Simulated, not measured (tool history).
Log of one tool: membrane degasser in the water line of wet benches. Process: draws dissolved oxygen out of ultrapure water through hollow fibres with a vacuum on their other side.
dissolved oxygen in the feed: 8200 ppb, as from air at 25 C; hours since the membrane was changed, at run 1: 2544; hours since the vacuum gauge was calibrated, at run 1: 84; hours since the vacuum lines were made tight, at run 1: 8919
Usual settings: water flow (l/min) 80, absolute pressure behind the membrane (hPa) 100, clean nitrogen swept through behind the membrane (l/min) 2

run	hour	water flow (l/min)	absolute pressure behind the membrane (hPa)	clean nitrogen swept through behind the membrane (l/min)	hours since the membrane was changed	hours since the vacuum gauge was calibrated	hours since the vacuum lines were made tight	dissolved oxygen in the water behind the degasser (ppb)	pressure that the water loses in the fibres (hPa)
1	0	80	100	2	2544	84	8919	521.6	563.7
2	69.8	80	100	2	2614	154	8989	519.4	559.1
3	138.3	80	93	2	2683	223	9057	469.9	563.9
4	190.7	80	93	2	2735	275	9110	473.3	566
5	230.5	80	100	1.75	2775	315	9150	576.6	567.8
6	304.3	80	67	1.75	2849	389	9223	306.2	563.3
7	360.5	80	67	1.75	2905	445	9280	307.9	563.7
8	411	80	67	1.75	2955	495	9330	307.1	564.4
9	468.5	80	100	2	3013	553	9388	523.4	559.4
10	537.3	80	100	2	3082	622	9456	523.9	564.5
11	601.4	80	100	2	3146	686	9521	526.5	568.7
12	631.4	49	100	2	3176	716	9551	350.3	345.3
13	704.4	80	100	2	3249	789	9624	522.5	562
14	763.1	80	100	2	3307	848	9682	524.7	565.6
15	797.1	80	100	2	3341	882	9716	525.6	567.6
16	828.3	75	68	2.26	3373	913	9747	247.4	533.2

Run 17 comes next. What will it give?
17	878.4	54	100	2	3423	963	9798	?	?

dissolved oxygen in the water behind the degasser (ppb): 378.9
pressure that the water loses in the fibres (hPa): 381.3
Without the tool's hidden state the same run would have given dissolved oxygen in the water behind the degasser (ppb) 377, pressure that the water loses in the fibres (hPa) 373.1.
